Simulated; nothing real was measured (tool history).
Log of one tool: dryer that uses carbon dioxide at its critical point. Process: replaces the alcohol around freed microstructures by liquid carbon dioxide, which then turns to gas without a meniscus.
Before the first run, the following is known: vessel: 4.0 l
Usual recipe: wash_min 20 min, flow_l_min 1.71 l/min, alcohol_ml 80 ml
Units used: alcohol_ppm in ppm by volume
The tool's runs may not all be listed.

Run 1, hour 0.0: usual settings. Result: alcohol_ppm 83 ppm by volume.
Run 2, hour 27.4: usual settings. Result: alcohol_ppm 72 ppm by volume.
Run 3, hour 58.0: usual settings. Result: alcohol_ppm 83 ppm by volume.
Run 4, hour 78.3: usual settings. Result: alcohol_ppm 88 ppm by volume.
Run 5, hour 97.7: usual settings but wash_min 31 min. Result: alcohol_ppm 51 ppm by volume.
Run 6, hour 118.0: usual settings but wash_min 31 min. Result: alcohol_ppm 56 ppm by volume.
Run 7, hour 133.3: usual settings but wash_min 28 min. Result: alcohol_ppm 66 ppm by volume.
Run 8, hour 163.3: usual settings but wash_min 30 min. Result: alcohol_ppm 65 ppm by volume.
Run 9, hour 190.2: usual settings but wash_min 30 min. Result: alcohol_ppm 56 ppm by volume.
Run 10, hour 221.4: usual settings but wash_min 30 min. Result: alcohol_ppm 68 ppm by volume.
At hour 245.4: inlet filter changed.
Run 11, hour 251.6: usual settings but wash_min 30 min. Result: alcohol_ppm 60 ppm by volume.
Run 12, hour 282.9: usual settings. Result: alcohol_ppm 81 ppm by volume.
Run 13, hour 307.8: usual settings. Result: alcohol_ppm 80 ppm by volume.
Run 14, hour 324.9: usual settings. Result: alcohol_ppm 91 ppm by volume.
Run 15, hour 341.8: usual settings but alcohol_ml 42 ml. Result: alcohol_ppm 74 ppm by volume.
Run 16, hour 361.2: usual settings but alcohol_ml 42 ml. Result: alcohol_ppm 79 ppm by volume.
Run 17, hour 379.9: usual settings but flow_l_min 1.96 l/min, alcohol_ml 42 ml. Result: alcohol_ppm 69 ppm by volume.
Run 18, hour 401.3: usual settings but flow_l_min 1.16 l/min. Result: alcohol_ppm 240 ppm by volume.
Run 19, hour 418.1: usual settings but wash_min 15 min, flow_l_min 1.16 l/min. Result: alcohol_ppm 648 ppm by volume.
Run 20, hour 434.6: usual settings but wash_min 28 min, alcohol_ml 36 ml. Result: alcohol_ppm 72 ppm by volume.
Run 21, hour 452.2: usual settings but wash_min 28 min, alcohol_ml 36 ml. Result: alcohol_ppm 81 ppm by volume.
Run 22, hour 473.4: usual settings but wash_min 22 min, flow_l_min 1.95 l/min, alcohol_ml 36 ml. Result: alcohol_ppm 68 ppm by volume.
Run 23, hour 488.5: usual settings but wash_min 31 min, alcohol_ml 25 ml. Result: alcohol_ppm 73 ppm by volume.

Forecast each of these 4 alternatives for the next run:
Run A, hour 506.7: usual settings but wash_min 19 min, alcohol_ml 39 ml. Result: alcohol_ppm ?.
Run B, hour 506.7: usual settings but wash_min 30 min, flow_l_min 1.36 l/min, alcohol_ml 23 ml. Result: alcohol_ppm ?.
Run C, hour 506.7: usual settings but wash_min 16 min, flow_l_min 1.51 l/min, alcohol_ml 38 ml. Result: alcohol_ppm ?.
Run D, hour 506.7: usual settings but wash_min 16 min, alcohol_ml 24 ml. Result: alcohol_ppm ?.

run  alcohol_ppm
  A           97
  B           78
  C          152
  D          114
Stripped of hidden state, with their random variation kept, the same runs would have yielded:
run  alcohol_ppm
  A           18
  B            4
  C           59
  D           33

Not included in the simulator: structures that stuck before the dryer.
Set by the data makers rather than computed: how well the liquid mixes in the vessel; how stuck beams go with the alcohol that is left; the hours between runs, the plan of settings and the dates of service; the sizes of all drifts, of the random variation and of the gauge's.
